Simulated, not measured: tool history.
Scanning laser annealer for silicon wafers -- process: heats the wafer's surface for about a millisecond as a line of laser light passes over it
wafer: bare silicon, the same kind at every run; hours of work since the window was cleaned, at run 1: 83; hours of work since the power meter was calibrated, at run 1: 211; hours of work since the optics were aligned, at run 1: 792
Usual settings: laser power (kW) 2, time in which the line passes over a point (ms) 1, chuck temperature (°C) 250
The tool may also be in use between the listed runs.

run,hour,laser power (kW),time in which the line passes over a point (ms),chuck temperature (°C),hours of work since the window was cleaned,hours of work since the power meter was calibrated,hours of work since the optics were aligned,highest temperature of the surface (°C)
1,0,2,1,250,83,211,792,1011
2,13.6,2,0.84,250,89,217,797,935
3,33.5,2,0.84,250,97,225,805,933
4,50.6,2,0.84,250,104,232,813,933
5,64.4,2,0.84,250,110,238,818,931
6,76.8,2,0.84,250,115,243,823,934
7,93.1,2,1,283,122,250,830,1038
8,109.8,2,1,263,129,256,837,1015
9,123.3,2,1,250,134,262,842,1001
10,142.3,2,1,250,142,270,850,1004
11,152,2,1,250,146,274,854,1000
12,167.6,2,1,250,152,280,861,1004

Estimate the outcome of run 13 from the log above:
# hour 174.1: optics aligned, line set to its width
13,191.4,1.839,1.11,266,160,288,7,?

highest temperature of the surface (°C): 984
On a tool with no hidden condition, and with the same random variation, this run would have come out at highest temperature of the surface (°C) 1008.
